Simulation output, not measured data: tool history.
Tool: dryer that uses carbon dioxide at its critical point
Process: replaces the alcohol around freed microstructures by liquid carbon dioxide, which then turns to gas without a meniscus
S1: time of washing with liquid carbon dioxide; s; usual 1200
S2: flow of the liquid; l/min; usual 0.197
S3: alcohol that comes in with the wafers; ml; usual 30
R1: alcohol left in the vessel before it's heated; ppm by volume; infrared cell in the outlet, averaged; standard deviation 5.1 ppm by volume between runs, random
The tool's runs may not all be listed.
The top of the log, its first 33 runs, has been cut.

| run | day | S1 | S2 | S3 | R1 |
|---|---|---|---|---|---|
| 34 | 18.558 | 1560 | 0.119 | 29 | 355 |
| 35 | 19.008 | 1560 | 0.119 | 29 | 347 |
| 36 | 19.362 | 1560 | 0.263 | 32 | 58 |
| 37 | 19.788 | 1560 | 0.263 | 32 | 62 |
| 38 | 20.300 | 1560 | 0.263 | 32 | 73 |
| 39 | 20.929 | 1140 | 0.207 | 87 | 303 |
| 40 | 21.512 | 1500 | 0.207 | 30 | 79 |
| 41 | 21.871 | 1200 | 0.272 | 101 | 87 |
| 42 | 22.525 | 900 | 0.320 | 103 | 134 |
| 43 | 23.104 | 1920 | 0.197 | 29 | 74 |

5 options for the next run, each taken on its own from the tool as it stands now. Forecast them:
| A | 23.542 | 1200 | 0.197 | 30 | ? |
| B | 23.542 | 840 | 0.197 | 30 | ? |
| C | 23.542 | 1200 | 0.172 | 70 | ? |
| D | 23.542 | 1920 | 0.274 | 62 | ? |
| E | 23.542 | 1920 | 0.259 | 101 | ? |

| run | R1 |
|---|---|
| A | 135 |
| B | 673 |
| C | 524 |
| D | 71 |
| E | 68 |
With the hidden condition removed and each run's random variation left untouched, the same runs would have given:
| run | R1 |
|---|---|
| A | 34 |
| B | 386 |
| C | 257 |
| D | 8 |
| E | 6 |
